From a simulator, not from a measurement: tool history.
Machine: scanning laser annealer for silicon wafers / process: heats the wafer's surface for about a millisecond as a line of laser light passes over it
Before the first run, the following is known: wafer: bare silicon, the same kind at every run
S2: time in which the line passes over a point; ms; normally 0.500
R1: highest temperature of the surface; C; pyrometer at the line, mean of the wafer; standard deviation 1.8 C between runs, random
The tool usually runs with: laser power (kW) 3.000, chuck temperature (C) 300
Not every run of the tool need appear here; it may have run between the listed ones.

Run 1, hour 0.0: usual settings. Result: R1 976 C.
Run 2, hour 71.2: usual settings. Result: R1 976 C.
At hour 111.7: window over the wafer cleaned.
Run 3, hour 124.6: usual settings. Result: R1 1000 C.
At hour 192.5: optics aligned, line set to its width.
Run 4, hour 193.9: usual settings but laser power (kW) 2.731. Result: R1 942 C.
Run 5, hour 266.7: usual settings but laser power (kW) 2.731. Result: R1 941 C.
Run 6, hour 339.7: usual settings but laser power (kW) 2.945. Result: R1 1000 C.
Run 7, hour 390.9: usual settings but laser power (kW) 2.945. Result: R1 1000 C.
Run 8, hour 459.0: usual settings but laser power (kW) 2.945. Result: R1 997 C.
Run 9, hour 516.8: usual settings but laser power (kW) 2.945. Result: R1 997 C.
Run 10, hour 589.2: usual settings but laser power (kW) 2.945. Result: R1 993 C.
Run 11, hour 657.6: usual settings but laser power (kW) 2.945. Result: R1 992 C.
Run 12, hour 721.0: usual settings but laser power (kW) 2.945. Result: R1 989 C.
Run 13, hour 791.5: usual settings but laser power (kW) 2.945. Result: R1 987 C.
Run 14, hour 839.2: usual settings. Result: R1 1001 C.
Run 15, hour 897.3: usual settings. Result: R1 1000 C.
Run 16, hour 943.5: usual settings but S2 0.446 ms. Result: R1 961 C.
Run 17, hour 979.2: usual settings. Result: R1 998 C.
Run 18, hour 1029.8: usual settings. Result: R1 1000 C.
Run 19, hour 1074.5: usual settings but laser power (kW) 3.153, S2 0.487 ms. Result: R1 1029 C.
Run 20, hour 1111.9: usual settings but laser power (kW) 2.718, S2 0.409 ms, chuck temperature (C) 293. Result: R1 847 C.
Run 21, hour 1177.6: usual settings but laser power (kW) 2.718, S2 0.409 ms, chuck temperature (C) 293. Result: R1 852 C.
Run 22, hour 1244.0: usual settings but chuck temperature (C) 289. Result: R1 980 C.
Run 23, hour 1284.1: usual settings but laser power (kW) 2.597, S2 0.356 ms, chuck temperature (C) 296. Result: R1 787 C.
Run 24, hour 1350.6: usual settings but laser power (kW) 2.597, S2 0.356 ms, chuck temperature (C) 296. Result: R1 783 C.
Run 25, hour 1387.9: usual settings but laser power (kW) 2.597, S2 0.356 ms, chuck temperature (C) 296. Result: R1 785 C.
Run 26, hour 1422.5: usual settings but S2 0.533 ms, chuck temperature (C) 302. Result: R1 1013 C.
Run 27, hour 1497.9: usual settings but S2 0.533 ms, chuck temperature (C) 337. Result: R1 1044 C.
Run 28, hour 1545.9: usual settings but chuck temperature (C) 276. Result: R1 962 C.
Run 29, hour 1582.8: usual settings but chuck temperature (C) 276. Result: R1 961 C.
Run 30, hour 1631.6: usual settings but laser power (kW) 3.070, S2 0.394 ms, chuck temperature (C) 276. Result: R1 897 C.
Run 31, hour 1700.9: usual settings but laser power (kW) 3.023, S2 0.442 ms, chuck temperature (C) 326. Result: R1 971 C.
Run 32, hour 1759.6: usual settings but laser power (kW) 2.871, S2 0.512 ms, chuck temperature (C) 279. Result: R1 932 C.
Run 33, hour 1823.0: usual settings but laser power (kW) 2.871, S2 0.512 ms, chuck temperature (C) 279. Result: R1 932 C.
Run 34, hour 1860.6: usual settings but laser power (kW) 2.722, S2 0.443 ms, chuck temperature (C) 306. Result: R1 873 C.
Run 35, hour 1894.8: usual settings but laser power (kW) 2.576, S2 0.354 ms, chuck temperature (C) 329. Result: R1 802 C.
At hour 1919.0: optics aligned, line set to its width.
Run 36, hour 1971.2: usual settings but laser power (kW) 2.576, S2 0.354 ms, chuck temperature (C) 284. Result: R1 772 C.

Measured minus without-hidden-state, run by run (identical run-to-run variation in each term; gauge scatter may differ):
Hidden state at play: light that passes the window, % of a clean one's; laser's true power over the reading, %; width of the line over the set one, %; drift of the gauge itself on peak_c, C.
run   R1
  1  -38
  2  -40
  3  -16
  4   +2
  5   +1
  6   +0
  7   -2
  8   -3
  9   -5
 10   -7
 11   -9
 12  -10
 13  -12
 14  -14
 15  -15
 16  -15
 17  -17
 18  -18
 19  -20
 20  -16
 21  -18
 22  -24
 23  -17
 24  -18
 25  -19
 26  -29
 27  -31
 28  -31
 29  -31
 30  -30
 31  -32
 32  -34
 33  -36
 34  -32
 35  -28
 36  -15

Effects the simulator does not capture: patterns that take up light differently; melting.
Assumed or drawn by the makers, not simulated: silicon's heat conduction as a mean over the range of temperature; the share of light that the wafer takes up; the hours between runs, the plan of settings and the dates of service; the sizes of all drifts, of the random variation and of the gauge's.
